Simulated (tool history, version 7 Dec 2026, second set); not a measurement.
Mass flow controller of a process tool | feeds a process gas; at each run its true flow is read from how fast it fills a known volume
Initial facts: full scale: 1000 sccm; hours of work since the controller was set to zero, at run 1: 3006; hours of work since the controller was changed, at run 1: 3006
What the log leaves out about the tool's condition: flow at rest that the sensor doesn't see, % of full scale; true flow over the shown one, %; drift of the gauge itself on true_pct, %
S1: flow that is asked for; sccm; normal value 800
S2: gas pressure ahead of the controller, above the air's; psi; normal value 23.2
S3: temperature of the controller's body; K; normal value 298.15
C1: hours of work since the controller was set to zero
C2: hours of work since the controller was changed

{"run": 1, "hour": 0.0, "S1": 800, "S2": 23.2, "S3": 298.15, "C1": 3006, "C2": 3006, "true flow (%)": 97.1}
{"run": 2, "hour": 188.2, "S1": 800, "S2": 23.2, "S3": 298.15, "C1": 3093, "C2": 3093, "true flow (%)": 96.93}
{"run": 3, "hour": 489.2, "S1": 800, "S2": 23.2, "S3": 298.15, "C1": 3230, "C2": 3230, "true flow (%)": 96.82}
{"run": 4, "hour": 654.1, "S1": 800, "S2": 23.2, "S3": 298.15, "C1": 3306, "C2": 3306, "true flow (%)": 96.7}
{"run": 5, "hour": 818.5, "S1": 800, "S2": 23.2, "S3": 298.15, "C1": 3381, "C2": 3381, "true flow (%)": 96.53}
{"run": 6, "hour": 976.9, "S1": 800, "S2": 23.2, "S3": 298.15, "C1": 3453, "C2": 3453, "true flow (%)": 96.59}
{"run": 7, "hour": 1267.6, "S1": 800, "S2": 23.2, "S3": 298.15, "C1": 3586, "C2": 3586, "true flow (%)": 96.46}
{"run": 8, "hour": 1476.8, "S1": 800, "S2": 23.2, "S3": 298.15, "C1": 3682, "C2": 3682, "true flow (%)": 96.32}
{"run": 9, "hour": 1613.5, "S1": 800, "S2": 23.2, "S3": 298.15, "C1": 3745, "C2": 3745, "true flow (%)": 96.27}
{"run": 10, "hour": 1854.4, "S1": 800, "S2": 23.2, "S3": 309.15, "C1": 3855, "C2": 3855, "true flow (%)": 95.55}
{"run": 11, "hour": 2155.0, "S1": 800, "S2": 23.2, "S3": 309.15, "C1": 3992, "C2": 3992, "true flow (%)": 95.56}
{"run": 12, "hour": 2310.5, "S1": 800, "S2": 23.2, "S3": 298.15, "C1": 4063, "C2": 4063, "true flow (%)": 95.98}
{"run": 13, "hour": 2552.7, "S1": 800, "S2": 23.2, "S3": 298.15, "C1": 4174, "C2": 4174, "true flow (%)": 95.96}
{"run": 14, "hour": 2858.7, "S1": 800, "S2": 23.2, "S3": 298.15, "C1": 4314, "C2": 4314, "true flow (%)": 95.93}
{"run": 15, "hour": 3057.5, "S1": 800, "S2": 23.2, "S3": 298.15, "C1": 4405, "C2": 4405, "true flow (%)": 95.87}
{"run": 16, "hour": 3260.2, "S1": 800, "S2": 32.3, "S3": 298.15, "C1": 4498, "C2": 4498, "true flow (%)": 95.5}
{"run": 17, "hour": 3394.3, "S1": 800, "S2": 32.3, "S3": 298.15, "C1": 4559, "C2": 4559, "true flow (%)": 95.43}
{"run": 18, "hour": 3643.0, "S1": 800, "S2": 32.3, "S3": 298.15, "C1": 4673, "C2": 4673, "true flow (%)": 95.38}
{"run": 19, "hour": 3937.2, "S1": 320, "S2": 24.8, "S3": 303.15, "C1": 4807, "C2": 4807, "true flow (%)": 92.61}
{"run": 20, "hour": 4176.0, "S1": 608, "S2": 36.5, "S3": 307.15, "C1": 4917, "C2": 4917, "true flow (%)": 93.94}
{"run": 21, "hour": 4456.1, "S1": 608, "S2": 36.5, "S3": 307.15, "C1": 5045, "C2": 5045, "true flow (%)": 93.73}
{"run": 22, "hour": 4612.3, "S1": 608, "S2": 36.5, "S3": 307.15, "C1": 5116, "C2": 5116, "true flow (%)": 93.8}
{"run": 23, "hour": 4874.9, "S1": 608, "S2": 36.5, "S3": 307.15, "C1": 5236, "C2": 5236, "true flow (%)": 93.59}
{"run": 24, "hour": 5028.9, "S1": 151, "S2": 21.9, "S3": 311.15, "C1": 5307, "C2": 5307, "true flow (%)": 87.65}
{"hour": 5192.3, "done": "controller's zero set anew"}
{"run": 25, "hour": 5210.7, "S1": 151, "S2": 21.9, "S3": 311.15, "C1": 8, "C2": 5390, "true flow (%)": 94.41}
{"run": 26, "hour": 5505.4, "S1": 608, "S2": 25.2, "S3": 311.15, "C1": 143, "C2": 5524, "true flow (%)": 95.05}
{"run": 27, "hour": 5737.3, "S1": 201, "S2": 34.1, "S3": 308.15, "C1": 249, "C2": 5631, "true flow (%)": 94.01}
{"run": 28, "hour": 5927.9, "S1": 201, "S2": 34.1, "S3": 308.15, "C1": 336, "C2": 5718, "true flow (%)": 93.78}
{"run": 29, "hour": 6257.0, "S1": 800, "S2": 23.2, "S3": 293.15, "C1": 487, "C2": 5868, "true flow (%)": 95.98}
{"run": 30, "hour": 6448.1, "S1": 211, "S2": 36.0, "S3": 295.15, "C1": 574, "C2": 5956, "true flow (%)": 94.31}

Hidden condition of the tool, last listed run before each entry between runs versus first listed run after:
Runs 24 to 25: controller's zero set anew (hour 5192.3)
  flow at rest that the sensor doesn't see, % of full scale: -1.034 -> -0.013; true flow over the shown one, %: -3.49 -> -3.54
  what was measured, less what the result would be without the hidden state, true flow (%): -10.32 -> -3.63

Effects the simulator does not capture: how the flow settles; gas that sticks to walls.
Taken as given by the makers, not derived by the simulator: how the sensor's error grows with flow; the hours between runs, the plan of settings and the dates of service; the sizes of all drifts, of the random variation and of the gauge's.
